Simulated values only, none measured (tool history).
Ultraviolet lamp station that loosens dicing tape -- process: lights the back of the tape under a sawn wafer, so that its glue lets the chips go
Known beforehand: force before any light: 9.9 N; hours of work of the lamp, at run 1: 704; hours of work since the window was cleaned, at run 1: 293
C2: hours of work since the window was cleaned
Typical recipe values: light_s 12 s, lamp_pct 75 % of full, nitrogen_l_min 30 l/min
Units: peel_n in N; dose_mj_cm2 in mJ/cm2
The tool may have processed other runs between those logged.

Run 1, hour 0: usual settings; hours of work of the lamp 704; C2 293. Result: peel_n 1.917 N, dose_mj_cm2 242 mJ/cm2.
Run 2, hour 36.1: usual settings; hours of work of the lamp 732; C2 321. Result: peel_n 2.006 N, dose_mj_cm2 250 mJ/cm2.
Run 3, hour 74.1: usual settings; hours of work of the lamp 760; C2 350. Result: peel_n 2.072 N, dose_mj_cm2 240 mJ/cm2.
Run 4, hour 103.8: usual settings but light_s 7 s; hours of work of the lamp 783; C2 372. Result: peel_n 3.896 N, dose_mj_cm2 139 mJ/cm2.
Run 5, hour 137.7: usual settings but light_s 7 s; hours of work of the lamp 809; C2 398. Result: peel_n 3.942 N, dose_mj_cm2 137 mJ/cm2.
Run 6, hour 178.4: usual settings; hours of work of the lamp 840; C2 429. Result: peel_n 2.156 N, dose_mj_cm2 231 mJ/cm2.
Run 7, hour 203: usual settings; hours of work of the lamp 859; C2 448. Result: peel_n 2.215 N, dose_mj_cm2 228 mJ/cm2.
Run 8, hour 238.5: usual settings; hours of work of the lamp 886; C2 475. Result: peel_n 2.203 N, dose_mj_cm2 227 mJ/cm2.
Run 9, hour 280.1: usual settings but light_s 11 s; hours of work of the lamp 917; C2 507. Result: peel_n 2.582 N, dose_mj_cm2 205 mJ/cm2.
Run 10, hour 316.4: usual settings; hours of work of the lamp 945; C2 534. Result: peel_n 2.299 N, dose_mj_cm2 222 mJ/cm2.
Run 11, hour 359.2: usual settings but nitrogen_l_min 13 l/min; hours of work of the lamp 978; C2 567. Result: peel_n 3.505 N, dose_mj_cm2 214 mJ/cm2.
At hour 370: window cleaned of glue's vapour.
Run 12, hour 386.4: usual settings but nitrogen_l_min 13 l/min; hours of work of the lamp 998; C2 12. Result: peel_n 2.971 N, dose_mj_cm2 248 mJ/cm2.
Run 13, hour 411.5: usual settings but light_s 16 s; hours of work of the lamp 1017; C2 32. Result: peel_n 1.244 N, dose_mj_cm2 329 mJ/cm2.
Run 14, hour 446.4: usual settings but light_s 16 s; hours of work of the lamp 1044; C2 58. Result: peel_n 1.228 N, dose_mj_cm2 320 mJ/cm2.
Run 15, hour 465.2: usual settings but light_s 16 s; hours of work of the lamp 1058; C2 72. Result: peel_n 1.258 N, dose_mj_cm2 326 mJ/cm2.
Run 16, hour 505.9: usual settings but light_s 15 s; hours of work of the lamp 1089; C2 104. Result: peel_n 1.439 N, dose_mj_cm2 297 mJ/cm2.
Run 17, hour 526.8: usual settings but light_s 15 s; hours of work of the lamp 1105; C2 119. Result: peel_n 1.508 N, dose_mj_cm2 294 mJ/cm2.
Run 18, hour 555.6: usual settings but light_s 15 s; hours of work of the lamp 1127; C2 141. Result: peel_n 1.507 N, dose_mj_cm2 290 mJ/cm2.
Run 19, hour 596.1: usual settings but light_s 15 s; hours of work of the lamp 1158; C2 172. Result: peel_n 1.612 N, dose_mj_cm2 284 mJ/cm2.
Run 20, hour 627.4: usual settings but light_s 15 s; hours of work of the lamp 1182; C2 196. Result: peel_n 1.633 N, dose_mj_cm2 280 mJ/cm2.
Run 21, hour 659.6: usual settings but light_s 15 s; hours of work of the lamp 1206; C2 221. Result: peel_n 1.716 N, dose_mj_cm2 274 mJ/cm2.
Run 22, hour 700.6: usual settings but light_s 15 s; hours of work of the lamp 1237; C2 252. Result: peel_n 1.674 N, dose_mj_cm2 272 mJ/cm2.
Run 23, hour 727.7: usual settings but light_s 15 s; hours of work of the lamp 1258; C2 272. Result: peel_n 1.797 N, dose_mj_cm2 270 mJ/cm2.
Run 24, hour 756.5: usual settings but light_s 15 s; hours of work of the lamp 1280; C2 294. Result: peel_n 1.754 N, dose_mj_cm2 268 mJ/cm2.
Run 25, hour 798.6: usual settings but light_s 21 s, lamp_pct 88 % of full, nitrogen_l_min 48 l/min; hours of work of the lamp 1312; C2 326. Result: peel_n 0.529 N, dose_mj_cm2 425 mJ/cm2.
Run 26, hour 818.4: usual settings but light_s 21 s, lamp_pct 88 % of full, nitrogen_l_min 48 l/min; hours of work of the lamp 1327; C2 342. Result: peel_n 0.516 N, dose_mj_cm2 427 mJ/cm2.
At hour 840.5: lamp changed.
Run 27, hour 860.9: usual settings but light_s 9 s, nitrogen_l_min 13 l/min; hours of work of the lamp 15; C2 373. Result: peel_n 3.561 N, dose_mj_cm2 209 mJ/cm2.
Run 28, hour 896.9: usual settings but light_s 9 s, nitrogen_l_min 13 l/min; hours of work of the lamp 43; C2 401. Result: peel_n 3.623 N, dose_mj_cm2 206 mJ/cm2.
Run 29, hour 936.7: usual settings but light_s 10 s, lamp_pct 85 % of full, nitrogen_l_min 13 l/min; hours of work of the lamp 73; C2 431. Result: peel_n 2.923 N, dose_mj_cm2 255 mJ/cm2.
Run 30, hour 959.3: usual settings but light_s 8 s, nitrogen_l_min 43 l/min; hours of work of the lamp 90; C2 448. Result: peel_n 2.58 N, dose_mj_cm2 180 mJ/cm2.
Run 31, hour 992.1: usual settings but light_s 10 s, lamp_pct 73 % of full, nitrogen_l_min 37 l/min; hours of work of the lamp 115; C2 473. Result: peel_n 2.115 N, dose_mj_cm2 214 mJ/cm2.
Run 32, hour 1024.7: usual settings but light_s 21 s, nitrogen_l_min 28 l/min; hours of work of the lamp 140; C2 498. Result: peel_n 0.618 N, dose_mj_cm2 462 mJ/cm2.
Run 33, hour 1047.4: usual settings but light_s 21 s, nitrogen_l_min 28 l/min; hours of work of the lamp 158; C2 515. Result: peel_n 0.63 N, dose_mj_cm2 461 mJ/cm2.
Run 34, hour 1089.2: usual settings but lamp_pct 99 % of full, nitrogen_l_min 39 l/min; hours of work of the lamp 189; C2 547. Result: peel_n 0.959 N, dose_mj_cm2 339 mJ/cm2.
Run 35, hour 1118.1: usual settings but light_s 19 s, lamp_pct 60 % of full, nitrogen_l_min 18 l/min; hours of work of the lamp 211; C2 569. Result: peel_n 1.768 N, dose_mj_cm2 322 mJ/cm2.
At hour 1124.4: window cleaned of glue's vapour.
Run 36, hour 1155.1: usual settings but light_s 9 s, lamp_pct 89 % of full, nitrogen_l_min 36 l/min; hours of work of the lamp 239; C2 23. Result: peel_n 1.59 N, dose_mj_cm2 262 mJ/cm2.
Run 37, hour 1189.5: usual settings but light_s 9 s, lamp_pct 89 % of full, nitrogen_l_min 36 l/min; hours of work of the lamp 265; C2 50. Result: peel_n 1.701 N, dose_mj_cm2 260 mJ/cm2.
Run 38, hour 1208.1: usual settings but light_s 9 s, lamp_pct 69 % of full, nitrogen_l_min 36 l/min; hours of work of the lamp 280; C2 64. Result: peel_n 2.468 N, dose_mj_cm2 202 mJ/cm2.
Run 39, hour 1239.9: usual settings but light_s 11 s, lamp_pct 69 % of full, nitrogen_l_min 22 l/min; hours of work of the lamp 304; C2 88. Result: peel_n 2.394 N, dose_mj_cm2 241 mJ/cm2.
Run 40, hour 1263.5: usual settings but light_s 11 s, lamp_pct 89 % of full, nitrogen_l_min 22 l/min; hours of work of the lamp 322; C2 106. Result: peel_n 1.685 N, dose_mj_cm2 304 mJ/cm2.
Run 41, hour 1295.8: usual settings but light_s 22 s, lamp_pct 89 % of full, nitrogen_l_min 50 l/min; hours of work of the lamp 346; C2 131. Result: peel_n 0.259 N, dose_mj_cm2 615 mJ/cm2.
Run 42, hour 1314.9: usual settings but light_s 22 s, lamp_pct 89 % of full, nitrogen_l_min 50 l/min; hours of work of the lamp 361; C2 145. Result: peel_n 0.265 N, dose_mj_cm2 603 mJ/cm2.
Run 43, hour 1337.8: usual settings but light_s 7 s, nitrogen_l_min 19 l/min; hours of work of the lamp 378; C2 163. Result: peel_n 4.037 N, dose_mj_cm2 162 mJ/cm2.

Branching from run 43: 3 alternative next runs. What would each branch give?
Run A, hour 1357.2: usual settings but light_s 16 s, nitrogen_l_min 55 l/min; hours of work of the lamp 393; C2 177. Result: peel_n ?, dose_mj_cm2 ?.
Run B, hour 1357.2: usual settings but light_s 7 s, lamp_pct 91 % of full, nitrogen_l_min 12 l/min; hours of work of the lamp 393; C2 177. Result: peel_n ?, dose_mj_cm2 ?.
Run C, hour 1357.2: usual settings but nitrogen_l_min 26 l/min; hours of work of the lamp 393; C2 177. Result: peel_n ?, dose_mj_cm2 ?.

run  peel_n  dose_mj_cm2
  A    0.65          363
  B   4.198          195
  C   1.823          271
Take away the tool's hidden state, keep each run's random variation, and the runs would have read:
run  peel_n  dose_mj_cm2
  A   0.479          420
  B   3.661          226
  C   1.429          313
